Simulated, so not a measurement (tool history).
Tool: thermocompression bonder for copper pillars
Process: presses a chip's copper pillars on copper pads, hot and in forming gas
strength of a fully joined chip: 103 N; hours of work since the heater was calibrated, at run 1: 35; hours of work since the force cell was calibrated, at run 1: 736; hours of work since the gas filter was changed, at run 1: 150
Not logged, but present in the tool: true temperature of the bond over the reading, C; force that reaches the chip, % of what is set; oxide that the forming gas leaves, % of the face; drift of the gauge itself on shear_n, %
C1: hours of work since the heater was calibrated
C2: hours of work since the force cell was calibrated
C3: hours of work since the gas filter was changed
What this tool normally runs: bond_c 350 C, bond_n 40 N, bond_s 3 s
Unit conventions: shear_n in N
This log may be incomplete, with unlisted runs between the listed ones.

Run 1, hour 0: usual settings; C1 35; C2 736; C3 150. Result: shear_n 42 N.
Run 2, hour 35: usual settings; C1 56; C2 757; C3 171. Result: shear_n 41.7 N.
Run 3, hour 63.1: usual settings; C1 73; C2 774; C3 188. Result: shear_n 41.9 N.
Run 4, hour 109.6: usual settings; C1 101; C2 801; C3 216. Result: shear_n 41.3 N.
Run 5, hour 147.4: usual settings; C1 123; C2 824; C3 238. Result: shear_n 41.1 N.
Run 6, hour 175.9: usual settings; C1 141; C2 841; C3 255. Result: shear_n 40.5 N.
Run 7, hour 214.3: usual settings; C1 163; C2 864; C3 278. Result: shear_n 40 N.
Run 8, hour 245.3: usual settings; C1 182; C2 882; C3 297. Result: shear_n 39.5 N.
Run 9, hour 265.5: usual settings; C1 194; C2 894; C3 309. Result: shear_n 39.7 N.
Run 10, hour 291.8: usual settings; C1 210; C2 910; C3 324. Result: shear_n 39.9 N.
Run 11, hour 329.6: usual settings; C1 232; C2 933; C3 347. Result: shear_n 38.4 N.
Run 12, hour 367.7: usual settings but bond_c 329 C; C1 255; C2 956; C3 370. Result: shear_n 31.7 N.
Run 13, hour 404.1: usual settings but bond_c 329 C; C1 277; C2 977; C3 392. Result: shear_n 31.3 N.
Run 14, hour 447.3: usual settings but bond_c 340 C, bond_n 39 N, bond_s 2 s; C1 303; C2 1003; C3 417. Result: shear_n 28.8 N.
At hour 471.1: forming gas filter changed.
Run 15, hour 476.4: usual settings but bond_c 340 C, bond_n 39 N; C1 320; C2 1020; C3 3. Result: shear_n 37.7 N.
Run 16, hour 518.7: usual settings but bond_c 340 C, bond_n 48 N, bond_s 4 s; C1 345; C2 1045; C3 28. Result: shear_n 49.1 N.
Run 17, hour 540: usual settings but bond_c 332 C, bond_n 29 N; C1 358; C2 1058; C3 41. Result: shear_n 26.7 N.
Run 18, hour 572.1: usual settings but bond_n 51 N; C1 377; C2 1077; C3 60. Result: shear_n 48.8 N.
Run 19, hour 617.2: usual settings but bond_n 51 N; C1 404; C2 1104; C3 87. Result: shear_n 49.1 N.
Run 20, hour 658.1: usual settings but bond_n 51 N; C1 428; C2 1129; C3 112. Result: shear_n 48.5 N.
Run 21, hour 677.2: usual settings but bond_c 351 C, bond_n 54 N, bond_s 2 s; C1 440; C2 1140; C3 123. Result: shear_n 43.5 N.
Run 22, hour 717: usual settings but bond_c 331 C, bond_n 58 N, bond_s 7 s; C1 463; C2 1164; C3 147. Result: shear_n 59.9 N.
Run 23, hour 743.6: usual settings but bond_c 331 C, bond_n 59 N, bond_s 4 s; C1 479; C2 1180; C3 163. Result: shear_n 50.1 N.
Run 24, hour 771.2: usual settings but bond_n 39 N, bond_s 2 s; C1 496; C2 1196; C3 179. Result: shear_n 32.7 N.
Run 25, hour 817.2: usual settings but bond_n 39 N, bond_s 2 s; C1 523; C2 1224; C3 207. Result: shear_n 32.8 N.

5 ways to go on from here, each from the tool as it stands after run 25. What would each give?
Run A, hour 848.9: usual settings but bond_c 370 C, bond_n 34 N, bond_s 7 s; C1 542; C2 1243; C3 226. Result: shear_n ?.
Run B, hour 848.9: usual settings but bond_c 356 C, bond_n 45 N, bond_s 8 s; C1 542; C2 1243; C3 226. Result: shear_n ?.
Run C, hour 848.9: usual settings but bond_n 27 N; C1 542; C2 1243; C3 226. Result: shear_n ?.
Run D, hour 848.9: usual settings but bond_c 338 C, bond_n 28 N, bond_s 2 s; C1 542; C2 1243; C3 226. Result: shear_n ?.
Run E, hour 848.9: usual settings but bond_s 2 s; C1 542; C2 1243; C3 226. Result: shear_n ?.

run  shear_n
  A     54.9
  B       61
  C     28.4
  D     21.8
  E     33.1
With no hidden state in the tool, these same runs would have given:
run  shear_n
  A     62.3
  B     68.8
  C       33
  D     25.4
  E     38.3
